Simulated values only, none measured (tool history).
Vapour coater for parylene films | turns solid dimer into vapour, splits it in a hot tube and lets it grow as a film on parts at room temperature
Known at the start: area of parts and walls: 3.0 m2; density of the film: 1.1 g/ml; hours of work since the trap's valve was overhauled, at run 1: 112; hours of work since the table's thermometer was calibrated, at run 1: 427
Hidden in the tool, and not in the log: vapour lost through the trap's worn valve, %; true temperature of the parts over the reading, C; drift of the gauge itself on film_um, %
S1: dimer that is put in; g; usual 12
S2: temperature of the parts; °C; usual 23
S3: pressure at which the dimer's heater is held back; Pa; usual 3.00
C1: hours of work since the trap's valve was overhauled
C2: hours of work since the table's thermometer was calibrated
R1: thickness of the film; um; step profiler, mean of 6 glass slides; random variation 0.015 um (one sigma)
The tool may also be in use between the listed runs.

run	hour	S1	S2	S3	C1	C2	R1
1	0.0	12	23	3.00	112	427	2.61
2	15.5	12	23	3.00	120	435	2.61
3	34.6	11	23	3.00	130	445	2.38
4	44.8	10	23	3.00	135	450	2.18
5	55.4	10	23	3.00	141	456	2.15
6	74.4	10	23	3.00	151	466	2.19
7	98.1	10	23	3.00	164	479	2.15
8	117.9	21	15	3.00	174	489	5.86
9	140.6	12	23	2.20	186	501	2.65
10	158.9	12	23	2.20	196	511	2.64
11	172.2	6	23	4.01	203	518	1.24
12	189.1	6	23	4.01	212	527	1.24
13	200.2	9	24	6.50	218	533	1.67

Measured less the same run without the tool's hidden state. The same run-to-run variation is in both; the gauge's scatter may not be:
run	R1
1	-0.06
2	-0.07
3	-0.07
4	-0.06
5	-0.07
6	-0.08
7	-0.08
8	-0.34
9	-0.12
10	-0.13
11	-0.06
12	-0.07
13	-0.10
